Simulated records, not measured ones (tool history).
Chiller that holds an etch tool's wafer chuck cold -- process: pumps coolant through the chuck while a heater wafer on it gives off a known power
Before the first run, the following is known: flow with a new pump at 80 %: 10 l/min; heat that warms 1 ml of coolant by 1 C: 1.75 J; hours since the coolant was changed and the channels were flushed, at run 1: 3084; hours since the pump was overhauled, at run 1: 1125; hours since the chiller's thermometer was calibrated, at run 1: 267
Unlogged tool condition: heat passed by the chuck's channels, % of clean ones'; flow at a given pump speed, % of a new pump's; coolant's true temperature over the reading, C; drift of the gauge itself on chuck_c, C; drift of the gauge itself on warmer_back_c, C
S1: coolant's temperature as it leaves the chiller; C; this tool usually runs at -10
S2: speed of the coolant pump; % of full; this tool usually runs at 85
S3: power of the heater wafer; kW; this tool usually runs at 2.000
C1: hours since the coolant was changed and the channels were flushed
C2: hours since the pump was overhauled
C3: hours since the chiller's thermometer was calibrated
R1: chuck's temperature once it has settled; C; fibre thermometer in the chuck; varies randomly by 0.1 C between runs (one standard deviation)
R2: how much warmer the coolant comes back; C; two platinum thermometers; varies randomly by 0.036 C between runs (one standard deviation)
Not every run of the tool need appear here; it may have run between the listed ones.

run 1 hour=0.0 | S1=-10 S2=85 S3=2.000 | C1=3084 C2=1125 C3=267 | R1=8.9 R2=6.56
run 2 hour=234.9 | S1=-10 S2=85 S3=2.000 | C1=3319 C2=1360 C3=502 | R1=9.0 R2=6.58
run 3 hour=441.8 | S1=-10 S2=85 S3=2.000 | C1=3526 C2=1567 C3=709 | R1=9.1 R2=6.66
run 4 hour=598.8 | S1=-10 S2=85 S3=2.000 | C1=3683 C2=1724 C3=866 | R1=9.2 R2=6.65
run 5 hour=753.2 | S1=-10 S2=85 S3=1.804 | C1=3837 C2=1878 C3=1020 | R1=7.6 R2=6.06
run 6 hour=947.2 | S1=-10 S2=85 S3=2.000 | C1=4031 C2=2072 C3=1214 | R1=9.8 R2=6.64
run 7 hour=1152.5 | S1=-10 S2=85 S3=2.000 | C1=4236 C2=2278 C3=1419 | R1=9.9 R2=6.64
run 8 hour=1366.6 | S1=-10 S2=85 S3=2.000 | C1=4451 C2=2492 C3=1634 | R1=10.2 R2=6.76
run 9 hour=1570.1 | S1=-10 S2=85 S3=2.000 | C1=4654 C2=2695 C3=1837 | R1=10.4 R2=6.81
run 10 hour=1760.5 | S1=-10 S2=85 S3=2.000 | C1=4844 C2=2886 C3=2027 | R1=10.5 R2=6.76
-- hour=1958.9 coolant changed, channels flushed
run 11 hour=1999.3 | S1=-10 S2=69 S3=2.000 | C1=40 C2=3118 C3=2260 | R1=10.7 R2=8.55
run 12 hour=2180.6 | S1=-10 S2=60 S3=2.000 | C1=222 C2=3300 C3=2442 | R1=13.3 R2=9.88
-- hour=2225.5 chiller's thermometer calibrated
run 13 hour=2278.6 | S1=-3 S2=82 S3=2.240 | C1=319 C2=3397 C3=53 | R1=17.5 R2=8.02

Estimate the outcome of run 14 from the log above:
run 14 hour=2470.0 | S1=-5 S2=66 S3=2.240 | C1=510 C2=3588 C3=244 | R1=? R2=?

R1: 19.2 C
R2: 10.02 C
Minus the tool's unlogged condition, the same run would have read R1 17.8 C, R2 9.39 C.
